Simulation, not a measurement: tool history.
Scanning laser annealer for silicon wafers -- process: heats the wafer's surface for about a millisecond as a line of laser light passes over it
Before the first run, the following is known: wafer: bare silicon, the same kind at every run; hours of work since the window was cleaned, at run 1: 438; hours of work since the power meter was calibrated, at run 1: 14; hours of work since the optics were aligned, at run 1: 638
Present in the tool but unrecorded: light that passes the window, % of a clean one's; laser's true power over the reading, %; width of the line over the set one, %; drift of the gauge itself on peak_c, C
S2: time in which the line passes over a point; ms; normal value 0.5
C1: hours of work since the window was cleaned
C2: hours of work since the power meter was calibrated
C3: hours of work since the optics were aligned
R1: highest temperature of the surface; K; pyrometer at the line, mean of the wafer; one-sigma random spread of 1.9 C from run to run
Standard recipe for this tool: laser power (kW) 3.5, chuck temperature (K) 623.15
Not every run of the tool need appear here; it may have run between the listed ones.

Run 1, day 0: usual settings; C1 438; C2 14; C3 638. Result: R1 1399.15 K.
Run 2, day 0.446: usual settings; C1 444; C2 21; C3 645. Result: R1 1399.15 K.
Run 3, day 0.779: usual settings; C1 450; C2 26; C3 650. Result: R1 1400.15 K.
Run 4, day 1.275: usual settings but laser power (kW) 3.25; C1 457; C2 34; C3 658. Result: R1 1344.15 K.
Run 5, day 1.633: usual settings but laser power (kW) 3.25; C1 463; C2 40; C3 663. Result: R1 1341.15 K.
Run 6, day 1.883: usual settings; C1 467; C2 44; C3 667. Result: R1 1399.15 K.
Run 7, day 2.275: usual settings; C1 473; C2 50; C3 673. Result: R1 1398.15 K.
Run 8, day 2.667: usual settings; C1 479; C2 56; C3 679. Result: R1 1398.15 K.
Run 9, day 3.05: usual settings; C1 485; C2 62; C3 685. Result: R1 1398.15 K.
Run 10, day 3.546: usual settings; C1 493; C2 69; C3 693. Result: R1 1400.15 K.
Run 11, day 3.842: usual settings but S2 0.413 ms, chuck temperature (K) 638.15; C1 497; C2 74; C3 698. Result: R1 1346.15 K.
Run 12, day 4.321: usual settings but laser power (kW) 2.977, S2 0.474 ms, chuck temperature (K) 604.15; C1 505; C2 82; C3 705. Result: R1 1249.15 K.
Run 13, day 4.738: usual settings but laser power (kW) 3.269, S2 0.415 ms; C1 511; C2 88; C3 712. Result: R1 1286.15 K.
Run 14, day 5.271: usual settings but laser power (kW) 3.069, S2 0.418 ms, chuck temperature (K) 643.15; C1 519; C2 96; C3 720. Result: R1 1270.15 K.
Run 15, day 5.667: usual settings but laser power (kW) 3.069, S2 0.418 ms, chuck temperature (K) 643.15; C1 526; C2 102; C3 726. Result: R1 1271.15 K.
Run 16, day 6.021: usual settings but laser power (kW) 3.425, chuck temperature (K) 630.15; C1 531; C2 108; C3 732. Result: R1 1387.15 K.
Run 17, day 6.488: usual settings but laser power (kW) 3.07, S2 0.384 ms, chuck temperature (K) 648.15; C1 538; C2 115; C3 739. Result: R1 1251.15 K.
Run 18, day 6.85: usual settings but laser power (kW) 3.07, S2 0.574 ms, chuck temperature (K) 637.15; C1 544; C2 121; C3 744. Result: R1 1362.15 K.
At day 7.175: optics aligned, line set to its width.
Run 19, day 7.454: usual settings but laser power (kW) 3.055, S2 0.619 ms, chuck temperature (K) 662.15; C1 550; C2 127; C3 4. Result: R1 1413.15 K.
Run 20, day 7.883: usual settings but laser power (kW) 3.38, S2 0.374 ms, chuck temperature (K) 616.15; C1 557; C2 134; C3 11. Result: R1 1272.15 K.

Take each entry between the runs: how does the hidden state at the last listed run before it differ from the hidden state at the first listed run after it?
Run 18 -> run 19: optics aligned, line set to its width (day 7.175)
  light that passes the window, % of a clean one's: 99.85 -> 99.84; width of the line over the set one, %: 0.26 -> 0.01

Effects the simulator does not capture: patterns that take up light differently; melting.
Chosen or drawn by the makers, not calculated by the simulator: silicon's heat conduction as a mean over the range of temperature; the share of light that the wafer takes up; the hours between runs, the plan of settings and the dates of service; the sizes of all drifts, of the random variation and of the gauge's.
